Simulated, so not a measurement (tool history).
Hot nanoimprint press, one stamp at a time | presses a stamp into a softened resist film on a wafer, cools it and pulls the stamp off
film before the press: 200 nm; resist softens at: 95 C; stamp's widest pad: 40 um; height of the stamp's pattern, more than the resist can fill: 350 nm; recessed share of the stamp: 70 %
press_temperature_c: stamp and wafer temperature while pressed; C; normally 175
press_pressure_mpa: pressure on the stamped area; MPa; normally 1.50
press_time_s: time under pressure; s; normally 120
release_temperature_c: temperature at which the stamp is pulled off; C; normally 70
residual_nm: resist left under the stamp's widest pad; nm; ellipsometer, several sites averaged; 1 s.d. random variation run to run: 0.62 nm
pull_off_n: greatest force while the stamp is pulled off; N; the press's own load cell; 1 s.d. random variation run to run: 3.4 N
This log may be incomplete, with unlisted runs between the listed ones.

run   hour  press_temperature_c  press_pressure_mpa  press_time_s  release_temperature_c  residual_nm  pull_off_n
  1    0.0                  175                1.50           120                     70         91.3         229
  2    5.3                  175                1.50           120                     70         90.1         234
  3   12.6                  175                1.50           120                     70         89.3         232
  4   21.1                  175                1.50           120                     70         91.1         230
  5   30.0                  175                1.50            81                     70        105.0         233
  6   37.6                  175                1.50            81                     70        105.3         237
  7   46.8                  175                1.50            81                     70        105.7         240
  8   53.6                  175                1.50            81                     70        106.0         240
  9   63.9                  175                1.50           120                     70         91.3         243
 10   71.9                  167                1.50           120                     70        125.4         245
 11   78.7                  167                1.50           140                     70        120.0         253
 12   84.2                  175                1.50           120                     70         90.5         241
 13   95.8                  175                1.50           120                     70         90.3         251
 14  107.6                  175                1.01           120                     57        106.9         302
 15  114.9                  175                1.26           120                     57         96.9         308
 16  121.7                  175                1.26           120                     57         97.5         306
     137.6  -- stamp cleaned and given a new release coat
 17  140.0                  175                1.50            67                     70        113.5         159
 18  148.9                  176                1.44            95                     59         97.3         199
 19  153.9                  178                1.00            83                     72        108.4         160
 20  162.0                  178                1.00            83                     72        109.4         164
 21  174.1                  185                1.50           120                     70         59.1         170
 22  185.1                  185                1.50           120                     70         59.8         159
 23  191.5                  173                2.22           120                     76         86.4         153
 24  199.4                  179                1.50           136                     56         73.2         206
 25  208.8                  180                1.50           120                     69         74.7         172

Below are 4 alternative next runs, each starting from the tool's condition after run 25. Predict each:
  A  213.8                  167                1.59           120                     69            ?           ?
  B  213.8                  180                1.80           115                     63            ?           ?
  C  213.8                  180                1.50           120                     70            ?           ?
  D  213.8                  173                1.50           120                     70            ?           ?

run  residual_nm  pull_off_n
  A        126.1         177
  B         69.3         187
  C         73.9         175
  D        100.0         170
What these runs would have given with no unlogged condition in the tool:
run  residual_nm  pull_off_n
  A        124.2         167
  B         68.0         177
  C         72.6         165
  D         98.4         161
